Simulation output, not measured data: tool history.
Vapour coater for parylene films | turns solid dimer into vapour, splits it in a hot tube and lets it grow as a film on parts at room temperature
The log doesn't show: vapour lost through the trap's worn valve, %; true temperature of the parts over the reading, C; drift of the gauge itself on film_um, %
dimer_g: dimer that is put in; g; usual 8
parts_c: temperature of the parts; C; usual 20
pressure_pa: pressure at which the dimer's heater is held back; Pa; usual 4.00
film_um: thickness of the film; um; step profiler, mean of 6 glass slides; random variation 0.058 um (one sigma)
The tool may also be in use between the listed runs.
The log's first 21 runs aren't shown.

run	hour	dimer_g	parts_c	pressure_pa	hours of work since the trap's valve was overhauled	hours of work since the table's thermometer was calibrated	film_um
22	365.4	10	20	4.00	280	652	8.38
# hour 371.2: trap's valve overhauled
23	385.7	11	24	4.00	9	662	7.26
24	408.6	11	13	3.54	23	676	11.02
# hour 434.9: trap's valve overhauled, once more
25	434.9	11	17	5.23	0	690	10.94
26	457.8	8	15	5.23	14	704	8.67
27	477.8	3	12	10.06	26	716	3.26
28	500.2	5	28	4.00	40	730	3.00
29	510.7	5	31	3.75	47	736	2.58
30	530.2	7	31	3.75	58	748	3.62
31	546.1	5	24	6.25	68	758	3.33

4 ways to go on from here, each from the tool as it stands after run 31. What would each give?
A	556.8	4	13	2.16	75	764	?
B	556.8	3	20	3.90	75	764	?
C	556.8	5	24	3.48	75	764	?
D	556.8	8	20	8.73	75	764	?

run	film_um
A	4.40
B	2.67
C	3.70
D	6.14
Without the tool's hidden state the same runs would have given:
run	film_um
A	4.48
B	2.60
C	3.61
D	5.99
